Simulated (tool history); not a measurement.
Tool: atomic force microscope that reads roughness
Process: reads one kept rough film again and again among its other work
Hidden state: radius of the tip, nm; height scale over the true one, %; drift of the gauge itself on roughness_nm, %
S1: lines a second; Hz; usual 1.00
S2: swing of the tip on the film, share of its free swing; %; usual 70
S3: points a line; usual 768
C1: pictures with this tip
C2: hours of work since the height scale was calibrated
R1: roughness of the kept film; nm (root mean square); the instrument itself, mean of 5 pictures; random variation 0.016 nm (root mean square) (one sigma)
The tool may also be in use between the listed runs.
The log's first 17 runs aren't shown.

run   hour    S1  S2   S3   C1   C2     R1
     178.2  -- height scale calibrated on a step standard, once more
 18  184.1  1.00  70  768  221    3  3.596
 19  198.5  1.00  70  768  249   12  3.624
     205.8  -- new tip fitted
 20  210.3  1.00  72  768    9   19  3.793
 21  224.0  1.00  72  768   36   27  3.752
 22  233.1  1.09  81  422   54   32  3.549
 23  246.1  1.09  81  422   80   39  3.546
 24  260.8  1.09  81  422  109   48  3.534
 25  275.0  1.17  89  315  137   56  3.349
 26  285.5  3.28  88  751  158   63  2.740
 27  292.6  3.28  88  751  172   67  2.708
 28  302.8  3.28  88  751  192   73  2.709
 29  316.5  3.28  88  751  219   81  2.690
 30  330.1  3.00  81  768  246   89  3.023
     338.5  -- new tip fitted
 31  341.5  0.56  57  768    6   95  3.900
 32  352.9  1.77  89  768   28  102  3.220
 33  365.6  2.77  56  846   53  109  3.717
 34  379.5  2.77  56  846   81  117  3.705
 35  388.7  1.00  88  513   99  123  3.460
 36  403.6  2.37  75  291  128  131  3.353
 37  416.1  2.99  75  703  153  139  3.238
 38  427.1  2.99  75  703  175  145  3.209
 39  441.4  1.89  82  768  203  153  3.253
 40  451.7  2.37  82  768  224  160  3.101
 41  462.4  0.61  70  451  245  166  3.662

5 ways to go on from here, each from the tool as it stands after run 41. What would each give?
     471.1  -- new tip fitted
  A  475.2  0.61  81  451   8  173   ?
     471.1  -- new tip fitted
  B  475.2  1.37  69  725   8  173   ?
     471.1  -- new tip fitted
  C  475.2  1.81  70  580   8  173   ?
     471.1  -- new tip fitted
  D  475.2  0.68  58  451   8  173   ?
     471.1  -- new tip fitted
  E  475.2  2.31  70  544   8  173   ?

run     R1
  A  3.755
  B  3.737
  C  3.615
  D  3.891
  E  3.541
Without the tool's hidden state the same runs would have given:
run     R1
  A  3.768
  B  3.750
  C  3.628
  D  3.905
  E  3.554
